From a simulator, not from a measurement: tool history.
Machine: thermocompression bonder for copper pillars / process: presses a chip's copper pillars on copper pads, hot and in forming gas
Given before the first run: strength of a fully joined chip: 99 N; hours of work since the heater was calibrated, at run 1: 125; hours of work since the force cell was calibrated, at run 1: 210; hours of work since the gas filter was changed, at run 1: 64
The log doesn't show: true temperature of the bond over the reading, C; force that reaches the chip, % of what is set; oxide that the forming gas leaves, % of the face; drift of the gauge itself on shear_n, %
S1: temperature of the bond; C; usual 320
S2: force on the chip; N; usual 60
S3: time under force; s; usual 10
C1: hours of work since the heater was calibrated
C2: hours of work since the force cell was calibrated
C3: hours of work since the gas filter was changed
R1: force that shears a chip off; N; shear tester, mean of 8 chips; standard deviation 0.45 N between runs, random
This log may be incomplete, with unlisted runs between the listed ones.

{"run": 1, "day": 0.0, "S1": 320, "S2": 60, "S3": 10, "C1": 125, "C2": 210, "C3": 64, "R1": 56.3}
{"run": 2, "day": 0.262, "S1": 320, "S2": 56, "S3": 10, "C1": 128, "C2": 214, "C3": 68, "R1": 53.9}
{"run": 3, "day": 0.562, "S1": 320, "S2": 56, "S3": 10, "C1": 133, "C2": 218, "C3": 72, "R1": 53.6}
{"run": 4, "day": 1.008, "S1": 320, "S2": 60, "S3": 10, "C1": 139, "C2": 224, "C3": 78, "R1": 56.6}
{"run": 5, "day": 1.288, "S1": 320, "S2": 60, "S3": 10, "C1": 143, "C2": 228, "C3": 82, "R1": 55.9}
{"run": 6, "day": 1.621, "S1": 320, "S2": 60, "S3": 10, "C1": 148, "C2": 233, "C3": 87, "R1": 56.2}
{"run": 7, "day": 1.933, "S1": 320, "S2": 60, "S3": 10, "C1": 152, "C2": 238, "C3": 92, "R1": 56.0}
{"run": 8, "day": 2.483, "S1": 320, "S2": 60, "S3": 10, "C1": 160, "C2": 246, "C3": 99, "R1": 56.4}
{"run": 9, "day": 2.938, "S1": 320, "S2": 60, "S3": 10, "C1": 167, "C2": 252, "C3": 106, "R1": 56.4}
{"run": 10, "day": 3.45, "S1": 320, "S2": 60, "S3": 10, "C1": 174, "C2": 259, "C3": 113, "R1": 55.9}
{"run": 11, "day": 3.858, "S1": 320, "S2": 60, "S3": 10, "C1": 180, "C2": 265, "C3": 119, "R1": 56.5}
{"run": 12, "day": 4.392, "S1": 320, "S2": 60, "S3": 10, "C1": 188, "C2": 273, "C3": 127, "R1": 56.6}
{"run": 13, "day": 4.812, "S1": 320, "S2": 60, "S3": 15, "C1": 194, "C2": 279, "C3": 133, "R1": 63.6}
{"run": 14, "day": 5.158, "S1": 320, "S2": 60, "S3": 15, "C1": 199, "C2": 284, "C3": 138, "R1": 63.0}
{"run": 15, "day": 5.425, "S1": 320, "S2": 60, "S3": 15, "C1": 202, "C2": 288, "C3": 142, "R1": 62.7}
{"run": 16, "day": 5.721, "S1": 320, "S2": 60, "S3": 15, "C1": 207, "C2": 292, "C3": 146, "R1": 64.0}
{"run": 17, "day": 6.012, "S1": 320, "S2": 71, "S3": 10, "C1": 211, "C2": 296, "C3": 150, "R1": 60.9}
{"run": 18, "day": 6.5, "S1": 320, "S2": 71, "S3": 10, "C1": 218, "C2": 303, "C3": 157, "R1": 60.2}
{"run": 19, "day": 6.767, "S1": 325, "S2": 37, "S3": 10, "C1": 222, "C2": 307, "C3": 161, "R1": 45.0}
{"run": 20, "day": 7.179, "S1": 317, "S2": 41, "S3": 16, "C1": 228, "C2": 313, "C3": 167, "R1": 51.9}
{"run": 21, "day": 7.633, "S1": 346, "S2": 48, "S3": 28, "C1": 234, "C2": 319, "C3": 173, "R1": 78.5}
{"run": 22, "day": 8.062, "S1": 315, "S2": 48, "S3": 28, "C1": 240, "C2": 326, "C3": 180, "R1": 64.5}
{"run": 23, "day": 8.55, "S1": 297, "S2": 45, "S3": 28, "C1": 247, "C2": 333, "C3": 187, "R1": 51.8}
{"run": 24, "day": 8.946, "S1": 320, "S2": 47, "S3": 10, "C1": 253, "C2": 338, "C3": 192, "R1": 49.0}
{"run": 25, "day": 9.292, "S1": 320, "S2": 47, "S3": 10, "C1": 258, "C2": 343, "C3": 197, "R1": 48.6}
{"run": 26, "day": 9.6, "S1": 340, "S2": 74, "S3": 9, "C1": 262, "C2": 348, "C3": 202, "R1": 70.8}
{"run": 27, "day": 9.896, "S1": 332, "S2": 60, "S3": 8, "C1": 267, "C2": 352, "C3": 206, "R1": 58.2}
{"run": 28, "day": 10.317, "S1": 303, "S2": 60, "S3": 10, "C1": 273, "C2": 358, "C3": 212, "R1": 46.5}
{"run": 29, "day": 10.625, "S1": 294, "S2": 88, "S3": 16, "C1": 277, "C2": 362, "C3": 216, "R1": 59.2}
{"run": 30, "day": 10.871, "S1": 294, "S2": 88, "S3": 16, "C1": 281, "C2": 366, "C3": 220, "R1": 60.1}
{"run": 31, "day": 11.212, "S1": 334, "S2": 44, "S3": 26, "C1": 285, "C2": 371, "C3": 225, "R1": 70.8}
{"run": 32, "day": 11.654, "S1": 334, "S2": 44, "S3": 26, "C1": 292, "C2": 377, "C3": 231, "R1": 70.5}
{"run": 33, "day": 12.008, "S1": 312, "S2": 44, "S3": 26, "C1": 297, "C2": 382, "C3": 236, "R1": 58.9}
{"run": 34, "day": 12.317, "S1": 312, "S2": 44, "S3": 26, "C1": 301, "C2": 387, "C3": 240, "R1": 58.0}
{"run": 35, "day": 12.658, "S1": 293, "S2": 89, "S3": 15, "C1": 306, "C2": 392, "C3": 245, "R1": 58.1}

Forecast each of these 3 alternatives for the next run:
{"run": "A", "day": 13.146, "S1": 330, "S2": 48, "S3": 7, "C1": 313, "C2": 398, "C3": 252, "R1": "?"}
{"run": "B", "day": 13.146, "S1": 296, "S2": 38, "S3": 11, "C1": 313, "C2": 398, "C3": 252, "R1": "?"}
{"run": "C", "day": 13.146, "S1": 320, "S2": 63, "S3": 23, "C1": 313, "C2": 398, "C3": 252, "R1": "?"}

run=A R1=48.7
run=B R1=33.4
run=C R1=70.9
The same runs, with their run-to-run variation unchanged, on a tool lacking any hidden condition would have given:
run=A R1=48.8
run=B R1=32.9
run=C R1=72.3
